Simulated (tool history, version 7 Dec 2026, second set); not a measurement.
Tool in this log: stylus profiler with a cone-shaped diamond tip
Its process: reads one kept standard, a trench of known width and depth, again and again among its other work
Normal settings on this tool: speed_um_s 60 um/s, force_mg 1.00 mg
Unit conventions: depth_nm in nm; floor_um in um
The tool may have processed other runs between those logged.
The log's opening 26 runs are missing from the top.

run	day	speed_um_s	force_mg	depth_nm	floor_um
27	26.458	34	0.58	200.66	96.12
28	27.262	37	0.70	200.67	96.13
29	28.654	71	1.47	201.16	95.97
30	29.783	60	1.20	200.84	96.01
31	30.467	168	0.72	200.52	94.89
32	31.621	168	0.72	200.76	94.89
33	32.662	180	2.70	201.75	95.63
34	33.788	60	0.44	200.39	95.69
35	34.858	60	1.52	200.97	95.95
36	35.992	60	2.54	201.60	96.07
37	36.896	60	2.54	201.63	96.11
38	38.142	76	2.54	201.50	96.02
39	39.088	68	0.44	200.36	95.58
40	39.846	68	0.44	200.39	95.58
41	40.796	68	0.44	200.51	95.52
42	41.492	24	0.95	200.92	96.16
43	42.229	57	0.65	200.49	95.73
44	43.329	39	2.14	201.23	96.16
45	44.008	42	0.77	200.54	95.94
46	45.062	71	2.08	201.44	95.91
47	46.058	71	0.63	200.68	95.56

Alternative continuations, all from the tool just after run 47; predict every row:
A	47.442	228	0.73	?	?
B	47.442	129	0.63	?	?
C	47.442	47	0.75	?	?

run	depth_nm	floor_um
A	200.52	94.19
B	200.30	95.01
C	200.81	95.86
With no hidden state in the tool, these same runs would have given:
run	depth_nm	floor_um
A	200.61	95.13
B	200.40	95.95
C	200.90	96.80

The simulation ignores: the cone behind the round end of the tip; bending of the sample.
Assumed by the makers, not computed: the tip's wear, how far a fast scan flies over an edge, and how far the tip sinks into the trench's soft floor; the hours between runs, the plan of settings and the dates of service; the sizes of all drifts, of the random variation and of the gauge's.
